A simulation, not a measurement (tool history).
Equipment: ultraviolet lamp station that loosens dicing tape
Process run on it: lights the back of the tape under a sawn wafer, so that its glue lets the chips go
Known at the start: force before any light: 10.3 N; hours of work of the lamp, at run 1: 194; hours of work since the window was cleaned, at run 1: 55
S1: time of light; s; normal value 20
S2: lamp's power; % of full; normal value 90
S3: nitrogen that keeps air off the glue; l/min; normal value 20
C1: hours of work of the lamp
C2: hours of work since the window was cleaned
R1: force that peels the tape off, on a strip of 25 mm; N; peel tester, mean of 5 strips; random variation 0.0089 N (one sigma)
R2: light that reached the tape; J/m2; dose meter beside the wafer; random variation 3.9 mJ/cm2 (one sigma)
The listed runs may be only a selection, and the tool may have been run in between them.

run   hour  S1  S2  S3   C1   C2     R1     R2
  1      0  20  90  20  194   55  0.372   6700
  2   19.6  28  90  20  204   65  0.144   9400
  3   37.5  28  60  20  213   74  0.449   6310
  4   55.6  28  60  20  222   83   0.44   6330
  5   73.4  28  60  20  230   92   0.47   6330
  6   92.6  28  60  20  240  101  0.464   6330
  7  107.6  20  90  20  248  109   0.35   6820
  8  130.6  20  90  20  259  120  0.376   6770
  9  147.9  20  90  20  268  129  0.357   6770
 10  165.3  20  90  20  276  138  0.351   6750
 11  188.6  16  90  20  288  150   0.66   5420
 12    202  20  90   6  295  156  1.321   6780
 13  225.9  20  90   6  307  168   1.34   6760
 14    250  20  90   6  319  180  1.325   6790
 15  276.9  20  90   6  332  194  1.332   6840
 16  301.1  18  90   6  344  206  1.617   6100
 17  313.8  18  90   6  351  212  1.631   6120
 18    329  20  90  20  358  220  0.376   6910
 19  352.1  20  90  20  370  231  0.381   6850
 20  367.9  20  90  20  378  239   0.37   6810
 21  388.6  20  90  20  388  250  0.367   6910
 22  403.3  20  90  20  396  257  0.374   6860
 23  424.6  20  90  20  406  268  0.368   6860
 24    443  23  71  20  415  277  0.503   6290
     470.9  -- gauge calibrated
 25  471.2  23  71  20  430  291  0.483   6100
 26  490.7  13  75  39  439  301  0.953   3630
 27  511.4  21  78   8  450  311  1.232   6170
 28  525.9  21  78   8  457  318  1.231   6210
 29  543.2  21  78   8  466  327  1.226   6190
 30  560.6  11  93   7  474  336  3.006   3860
 31    578  15  70  29  483  344  1.015   3940
 32  591.3  27  90  20  490  351  0.167   9240
 33  622.1  27  90  20  505  366  0.162   9170
 34  635.7  20  90  21  512  373  0.348   6770
 35  655.4  20  90  21  522  383  0.334   6820
 36  669.9  20  90  23  529  390  0.301   6800
 37  700.3  20  90  23  544  406  0.314   6800
 38  717.2  20  90  23  553  414  0.305   6870
 39  748.1  20  90  23  568  430  0.311   6860
     753.6  -- window cleaned of glue's vapour
 40  766.3  14  90  23  577    6  0.801   4780
 41  793.2  29  90  13  590   20  0.223  10030
 42  812.2  20  78  20  600   29  0.547   5950
 43  842.2  20  77  20  615   44  0.571   5840

4 options for the next run, each taken on its own from the tool as it stands now. Forecast them:
  A  860.8  20  77  36  624  54   ?   ?
  B  860.8  20  79  20  624  54   ?   ?
  C  860.8  20  68  34  624  54   ?   ?
  D  860.8  11  94  20  624  54   ?   ?

run     R1    R2
  A  0.321  5880
  B  0.528  5980
  C  0.478  5200
  D  1.447  3980
Stripped of hidden state, with their random variation kept, the same runs would have yielded:
run     R1    R2
  A   0.32  5750
  B  0.526  5850
  C  0.477  5090
  D  1.444  3890

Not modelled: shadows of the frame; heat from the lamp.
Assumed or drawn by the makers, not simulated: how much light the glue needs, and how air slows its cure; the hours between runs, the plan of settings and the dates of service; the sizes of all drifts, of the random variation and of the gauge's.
